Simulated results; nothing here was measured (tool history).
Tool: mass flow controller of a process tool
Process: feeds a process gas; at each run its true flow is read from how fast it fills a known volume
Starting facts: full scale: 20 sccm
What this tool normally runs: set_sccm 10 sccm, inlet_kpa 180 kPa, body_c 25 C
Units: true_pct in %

Run 1, hour 0.0: usual settings. Result: true_pct 99.82 %.
Run 2, hour 62.9: usual settings. Result: true_pct 99.91 %.
Run 3, hour 98.4: usual settings. Result: true_pct 99.88 %.
Run 4, hour 152.0: usual settings. Result: true_pct 99.86 %.
Run 5, hour 228.9: usual settings. Result: true_pct 99.83 %.
Run 6, hour 292.6: usual settings but inlet_kpa 175 kPa, body_c 24 C. Result: true_pct 99.85 %.
Run 7, hour 374.6: usual settings but set_sccm 4 sccm, inlet_kpa 194 kPa, body_c 34 C. Result: true_pct 98.41 %.

Run 8, settings as shown, results not yet in. Your forecast:
Run 8, hour 453.4: usual settings but set_sccm 3 sccm, inlet_kpa 199 kPa. Result: true_pct ?.

Run 8 came out at true_pct 99.56 %.
If the tool had no hidden condition, the same run with the same run-to-run variation would have returned true_pct 99.58 %.
